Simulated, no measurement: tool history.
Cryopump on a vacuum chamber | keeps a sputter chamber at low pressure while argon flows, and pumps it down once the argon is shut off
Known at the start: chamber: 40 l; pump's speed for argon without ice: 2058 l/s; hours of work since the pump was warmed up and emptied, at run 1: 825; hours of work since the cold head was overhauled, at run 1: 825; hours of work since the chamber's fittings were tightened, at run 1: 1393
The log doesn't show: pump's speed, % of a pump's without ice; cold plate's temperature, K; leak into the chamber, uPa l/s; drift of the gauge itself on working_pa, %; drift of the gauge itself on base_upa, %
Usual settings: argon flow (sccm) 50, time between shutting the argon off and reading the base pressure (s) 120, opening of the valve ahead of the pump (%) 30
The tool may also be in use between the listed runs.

| run | day | argon flow (sccm) | time between shutting the argon off and reading the base pressure (s) | opening of the valve ahead of the pump (%) | hours of work since the pump was warmed up and emptied | hours of work since the cold head was overhauled | hours of work since the chamber's fittings were tightened | pressure while argon flows (Pa) | pressure after the wait (uPa) |
|---|---|---|---|---|---|---|---|---|---|
| 1 | 0 | 50 | 120 | 30 | 825 | 825 | 1393 | 0.1443 | 1.26 |
| 2 | 1.688 | 50 | 120 | 30 | 843 | 843 | 1411 | 0.1443 | 1.27 |
|  | 3.358 | pump warmed up, emptied and cooled again |
| 3 | 4.138 | 50 | 21 | 30 | 8 | 867 | 1435 | 0.1369 | 3.32 |
| 4 | 5.817 | 50 | 21 | 30 | 26 | 885 | 1453 | 0.1372 | 3.31 |
| 5 | 6.892 | 50 | 173 | 30 | 37 | 896 | 1464 | 0.1356 | 0.99 |
| 6 | 9.242 | 50 | 173 | 30 | 62 | 921 | 1489 | 0.1366 | 0.99 |
| 7 | 11.221 | 69 | 173 | 30 | 83 | 942 | 1510 | 0.1901 | 0.98 |
| 8 | 12.638 | 69 | 173 | 30 | 98 | 957 | 1525 | 0.191 | 1 |
| 9 | 14.821 | 69 | 173 | 30 | 121 | 980 | 1548 | 0.1896 | 1.06 |
| 10 | 16.012 | 69 | 50 | 30 | 134 | 993 | 1561 | 0.1894 | 1.81 |
| 11 | 17.238 | 50 | 120 | 30 | 147 | 1006 | 1574 | 0.1382 | 1.19 |
| 12 | 18.317 | 29 | 30 | 19 | 158 | 1017 | 1585 | 0.1267 | 2.68 |
| 13 | 19.579 | 29 | 30 | 19 | 172 | 1031 | 1598 | 0.127 | 2.6 |
| 14 | 20.871 | 97 | 120 | 43 | 186 | 1044 | 1612 | 0.1878 | 1.18 |
| 15 | 22.458 | 33 | 98 | 16 | 202 | 1061 | 1629 | 0.1726 | 1.29 |
| 16 | 24 | 33 | 98 | 16 | 219 | 1077 | 1645 | 0.1706 | 1.32 |
| 17 | 25.467 | 33 | 53 | 18 | 234 | 1093 | 1661 | 0.1518 | 1.77 |
| 18 | 26.638 | 33 | 53 | 18 | 247 | 1105 | 1673 | 0.1517 | 1.83 |
| 19 | 28.471 | 49 | 31 | 28 | 266 | 1125 | 1693 | 0.1455 | 2.57 |
| 20 | 30.042 | 49 | 31 | 28 | 283 | 1141 | 1709 | 0.1446 | 2.63 |
| 21 | 31.338 | 34 | 120 | 30 | 296 | 1155 | 1723 | 0.0949 | 1.26 |

Forecast each of these 3 alternatives for the next run:
| A | 32.779 | 50 | 224 | 30 | 312 | 1170 | 1738 | ? | ? |
| B | 32.779 | 50 | 154 | 21 | 312 | 1170 | 1738 | ? | ? |
| C | 32.779 | 24 | 120 | 33 | 312 | 1170 | 1738 | ? | ? |

| run | pressure while argon flows (Pa) | pressure after the wait (uPa) |
|---|---|---|
| A | 0.1404 | 1.04 |
| B | 0.1992 | 1.18 |
| C | 0.06 | 1.3 |
Without the tool's hidden state the same runs would have given:
| run | pressure while argon flows (Pa) | pressure after the wait (uPa) |
|---|---|---|
| A | 0.1374 | 0.39 |
| B | 0.1962 | 0.53 |
| C | 0.0586 | 0.63 |

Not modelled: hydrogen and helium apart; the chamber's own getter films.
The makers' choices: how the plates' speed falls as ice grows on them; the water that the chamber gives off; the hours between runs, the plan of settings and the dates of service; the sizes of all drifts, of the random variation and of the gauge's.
